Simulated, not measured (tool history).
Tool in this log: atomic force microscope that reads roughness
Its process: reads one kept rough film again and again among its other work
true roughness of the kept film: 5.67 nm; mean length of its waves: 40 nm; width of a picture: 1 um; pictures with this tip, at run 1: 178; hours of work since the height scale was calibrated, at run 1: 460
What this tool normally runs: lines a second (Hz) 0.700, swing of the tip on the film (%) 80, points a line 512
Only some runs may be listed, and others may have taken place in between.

run	hour	lines a second (Hz)	swing of the tip on the film (%)	points a line	pictures with this tip	hours of work since the height scale was calibrated	roughness of the kept film (nm (root mean square))
1	0.0	0.700	80	512	178	460	3.577
# hour 43.3: new tip fitted
2	43.3	0.776	80	512	0	483	4.732
3	81.8	0.776	80	512	48	504	4.372
4	130.6	0.776	80	512	110	530	4.003
5	158.9	0.776	80	512	146	545	3.790
6	190.6	0.776	80	512	186	562	3.593
7	214.6	2.736	80	512	217	574	3.056
# hour 226.1: new tip fitted
8	262.7	2.736	80	512	46	600	3.880
9	286.5	0.700	80	419	76	613	4.225
10	337.9	0.700	80	919	142	640	3.831
11	374.9	0.700	80	919	189	660	3.622
# hour 409.9: new tip fitted
12	420.7	0.700	80	512	14	684	4.643
13	457.5	1.123	80	512	61	704	4.233
14	515.9	1.123	80	512	135	735	3.736
15	543.6	2.964	80	806	170	750	3.192
16	582.1	0.569	80	966	219	770	3.507
# hour 591.5: new tip fitted
17	606.7	2.453	80	522	19	783	4.130
18	658.6	2.453	80	522	85	811	3.749
19	705.3	0.588	80	908	144	836	3.927
20	735.3	2.421	71	908	182	852	3.484
# hour 772.9: new tip fitted
21	783.9	0.700	62	512	14	877	4.836
22	837.8	0.700	79	343	83	906	4.235
23	869.0	0.700	79	343	122	923	3.990
24	894.7	0.746	80	512	155	937	3.811
25	940.3	0.746	80	512	213	961	3.536

Run by run, hidden condition taken away, random variation retained:
Hidden state present: radius of the tip, nm; height scale over the true one, %; drift of the gauge itself on roughness_nm, %.
run	roughness of the kept film (nm (root mean square))
1	4.716
2	4.696
3	4.710
4	4.746
5	4.713
6	4.718
7	4.150
8	4.162
9	4.742
10	4.755
11	4.762
12	4.705
13	4.630
14	4.569
15	4.106
16	4.775
17	4.231
18	4.226
19	4.802
20	4.486
21	4.876
22	4.743
23	4.736
24	4.722
25	4.718
